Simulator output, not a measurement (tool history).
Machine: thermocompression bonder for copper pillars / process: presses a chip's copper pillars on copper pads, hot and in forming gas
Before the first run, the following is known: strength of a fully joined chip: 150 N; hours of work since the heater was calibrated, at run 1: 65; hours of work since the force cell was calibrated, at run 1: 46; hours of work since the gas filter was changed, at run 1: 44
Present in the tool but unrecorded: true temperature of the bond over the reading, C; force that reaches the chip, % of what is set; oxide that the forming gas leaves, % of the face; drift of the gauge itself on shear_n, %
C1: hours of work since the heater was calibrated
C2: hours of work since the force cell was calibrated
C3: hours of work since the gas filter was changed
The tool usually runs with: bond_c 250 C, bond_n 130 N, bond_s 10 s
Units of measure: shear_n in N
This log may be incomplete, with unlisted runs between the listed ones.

{"run": 1, "day": 0.0, "bond_c": 250, "bond_n": 130, "bond_s": 10, "C1": 65, "C2": 46, "C3": 44, "shear_n": 79.7}
{"run": 2, "day": 0.238, "bond_c": 250, "bond_n": 130, "bond_s": 23, "C1": 68, "C2": 49, "C3": 47, "shear_n": 101.7}
{"run": 3, "day": 0.446, "bond_c": 250, "bond_n": 130, "bond_s": 23, "C1": 70, "C2": 51, "C3": 49, "shear_n": 101.6}
{"run": 4, "day": 0.633, "bond_c": 250, "bond_n": 130, "bond_s": 23, "C1": 71, "C2": 53, "C3": 51, "shear_n": 99.9}
{"run": 5, "day": 0.812, "bond_c": 250, "bond_n": 130, "bond_s": 23, "C1": 73, "C2": 54, "C3": 52, "shear_n": 101}
{"run": 6, "day": 1.175, "bond_c": 250, "bond_n": 130, "bond_s": 23, "C1": 77, "C2": 58, "C3": 56, "shear_n": 102}
{"run": 7, "day": 1.512, "bond_c": 250, "bond_n": 130, "bond_s": 23, "C1": 80, "C2": 61, "C3": 59, "shear_n": 101.9}
{"run": 8, "day": 1.892, "bond_c": 250, "bond_n": 130, "bond_s": 10, "C1": 84, "C2": 65, "C3": 63, "shear_n": 79}
{"run": 9, "day": 2.188, "bond_c": 250, "bond_n": 130, "bond_s": 10, "C1": 87, "C2": 68, "C3": 66, "shear_n": 79.3}
{"run": 10, "day": 2.496, "bond_c": 250, "bond_n": 130, "bond_s": 10, "C1": 90, "C2": 71, "C3": 69, "shear_n": 77.6}
{"run": 11, "day": 2.783, "bond_c": 250, "bond_n": 130, "bond_s": 10, "C1": 92, "C2": 74, "C3": 72, "shear_n": 78.8}
{"run": 12, "day": 3.079, "bond_c": 250, "bond_n": 130, "bond_s": 10, "C1": 95, "C2": 76, "C3": 74, "shear_n": 78.3}
{"run": 13, "day": 3.462, "bond_c": 250, "bond_n": 130, "bond_s": 19, "C1": 99, "C2": 80, "C3": 78, "shear_n": 95}
{"run": 14, "day": 3.625, "bond_c": 235, "bond_n": 100, "bond_s": 26, "C1": 101, "C2": 82, "C3": 80, "shear_n": 76.8}
{"run": 15, "day": 3.917, "bond_c": 235, "bond_n": 100, "bond_s": 26, "C1": 103, "C2": 85, "C3": 83, "shear_n": 77.4}
{"run": 16, "day": 4.3, "bond_c": 254, "bond_n": 187, "bond_s": 26, "C1": 107, "C2": 88, "C3": 86, "shear_n": 118.4}
{"run": 17, "day": 4.554, "bond_c": 254, "bond_n": 187, "bond_s": 26, "C1": 110, "C2": 91, "C3": 89, "shear_n": 118.7}
{"run": 18, "day": 4.883, "bond_c": 264, "bond_n": 115, "bond_s": 16, "C1": 113, "C2": 94, "C3": 92, "shear_n": 100.6}
{"run": 19, "day": 5.208, "bond_c": 264, "bond_n": 115, "bond_s": 16, "C1": 116, "C2": 97, "C3": 95, "shear_n": 99.5}
{"run": 20, "day": 5.508, "bond_c": 250, "bond_n": 127, "bond_s": 10, "C1": 119, "C2": 100, "C3": 98, "shear_n": 76.9}
{"run": 21, "day": 5.738, "bond_c": 220, "bond_n": 130, "bond_s": 26, "C1": 121, "C2": 102, "C3": 100, "shear_n": 69.4}
{"run": 22, "day": 5.958, "bond_c": 245, "bond_n": 112, "bond_s": 7, "C1": 123, "C2": 104, "C3": 102, "shear_n": 57.6}
{"run": 23, "day": 6.262, "bond_c": 245, "bond_n": 112, "bond_s": 7, "C1": 126, "C2": 107, "C3": 105, "shear_n": 58.5}
{"run": 24, "day": 6.512, "bond_c": 250, "bond_n": 105, "bond_s": 17, "C1": 129, "C2": 110, "C3": 108, "shear_n": 83.6}
{"run": 25, "day": 6.704, "bond_c": 250, "bond_n": 105, "bond_s": 17, "C1": 131, "C2": 112, "C3": 110, "shear_n": 83.3}
{"run": 26, "day": 6.867, "bond_c": 225, "bond_n": 145, "bond_s": 22, "C1": 132, "C2": 113, "C3": 111, "shear_n": 73.1}

Consider 4 possible next runs. They are alternatives, not a sequence: every one starts from the tool as it was left by run 26. What does each give?
{"run": "A", "day": 7.054, "bond_c": 266, "bond_n": 111, "bond_s": 22, "C1": 134, "C2": 115, "C3": 113, "shear_n": "?"}
{"run": "B", "day": 7.054, "bond_c": 220, "bond_n": 122, "bond_s": 22, "C1": 134, "C2": 115, "C3": 113, "shear_n": "?"}
{"run": "C", "day": 7.054, "bond_c": 278, "bond_n": 86, "bond_s": 12, "C1": 134, "C2": 115, "C3": 113, "shear_n": "?"}
{"run": "D", "day": 7.054, "bond_c": 250, "bond_n": 130, "bond_s": 21, "C1": 134, "C2": 115, "C3": 113, "shear_n": "?"}

run=A shear_n=106.5
run=B shear_n=61.5
run=C shear_n=94.7
run=D shear_n=95.5
Take away the tool's hidden state, keep each run's random variation, and the runs would have read:
run=A shear_n=111.7
run=B shear_n=64
run=C shear_n=99.2
run=D shear_n=100
